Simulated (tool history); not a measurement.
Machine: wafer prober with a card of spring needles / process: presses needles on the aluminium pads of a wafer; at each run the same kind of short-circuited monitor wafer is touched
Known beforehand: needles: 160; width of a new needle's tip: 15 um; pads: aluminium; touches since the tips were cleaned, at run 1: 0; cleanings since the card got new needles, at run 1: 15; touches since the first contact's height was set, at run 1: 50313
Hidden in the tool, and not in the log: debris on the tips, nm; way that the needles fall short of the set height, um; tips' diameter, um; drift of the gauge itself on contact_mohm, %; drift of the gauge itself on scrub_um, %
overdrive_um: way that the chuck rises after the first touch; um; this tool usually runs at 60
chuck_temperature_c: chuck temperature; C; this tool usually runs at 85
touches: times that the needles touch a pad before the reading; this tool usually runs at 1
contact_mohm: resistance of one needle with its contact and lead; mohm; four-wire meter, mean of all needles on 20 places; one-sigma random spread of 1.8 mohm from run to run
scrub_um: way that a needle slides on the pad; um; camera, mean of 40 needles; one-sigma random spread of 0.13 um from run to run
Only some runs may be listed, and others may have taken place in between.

run	hour	overdrive_um	chuck_temperature_c	touches	touches since the tips were cleaned	cleanings since the card got new needles	touches since the first contact's height was set	contact_mohm	scrub_um
1	0	60	85	1	0	15	50313	195	11.3
# hour 7.9: tips cleaned on abrasive film
# hour 14.5: tips cleaned on abrasive film
# hour 21.8: tips cleaned on abrasive film
2	22.4	60	85	1	262	18	60530	206	10.97
# hour 29: tips cleaned on abrasive film
# hour 36.4: tips cleaned on abrasive film
3	40.7	60	85	1	1997	20	68923	246	11.17
# hour 42.6: height of the first contact set anew
# hour 44.3: tips cleaned on abrasive film
# hour 50.9: tips cleaned on abrasive film
4	52.6	60	85	1	786	22	4518	223	10.66
# hour 58.7: tips cleaned on abrasive film
# hour 65.3: tips cleaned on abrasive film
5	68.6	60	27	1	1496	24	11828	233	10.77
# hour 73.3: tips cleaned on abrasive film
# hour 81.4: tips cleaned on abrasive film
6	83.4	60	27	1	936	26	18623	222	10.57
# hour 88.4: tips cleaned on abrasive film
# hour 95.8: tips cleaned on abrasive film
# hour 103.4: tips cleaned on abrasive film
7	109.5	60	27	1	2784	29	30531	259	10.8
# hour 111: tips cleaned on abrasive film
# hour 118.6: tips cleaned on abrasive film
8	123.4	60	65	2	2212	31	36902	233	10.57
# hour 126.5: tips cleaned on abrasive film
# hour 134.6: tips cleaned on abrasive film
# hour 142.6: tips cleaned on abrasive film
# hour 150.6: tips cleaned on abrasive film
9	151	60	65	2	206	35	49490	198	10.84
# hour 157.3: tips cleaned on abrasive film
# hour 163.9: tips cleaned on abrasive film
# hour 171.7: tips cleaned on abrasive film
10	177	68	66	2	2477	38	61403	223	12.27

Consider 4 possible next runs. They are alternatives, not a sequence: every one starts from the tool as it was left by run 10. What does each give?
# hour 178.7: tips cleaned on abrasive film
# hour 186.5: tips cleaned on abrasive film
# hour 193.2: tips cleaned on abrasive film
A	193.2	69	121	1	0	41	68739	?	?
# hour 178.7: tips cleaned on abrasive film
# hour 186.5: tips cleaned on abrasive film
# hour 193.2: tips cleaned on abrasive film
B	193.2	68	66	2	0	41	68739	?	?
# hour 178.7: tips cleaned on abrasive film
# hour 186.5: tips cleaned on abrasive film
# hour 193.2: tips cleaned on abrasive film
C	193.2	41	66	2	0	41	68739	?	?
# hour 178.7: tips cleaned on abrasive film
# hour 186.5: tips cleaned on abrasive film
# hour 193.2: tips cleaned on abrasive film
D	193.2	43	85	1	0	41	68739	?	?

run	contact_mohm	scrub_um
A	200	11.99
B	190	11.89
C	210	6.75
D	216	7.15
The same runs, with their run-to-run variation unchanged, on a tool lacking any hidden condition would have given:
run	contact_mohm	scrub_um
A	190	12.95
B	183	12.86
C	191	7.72
D	192	8.13
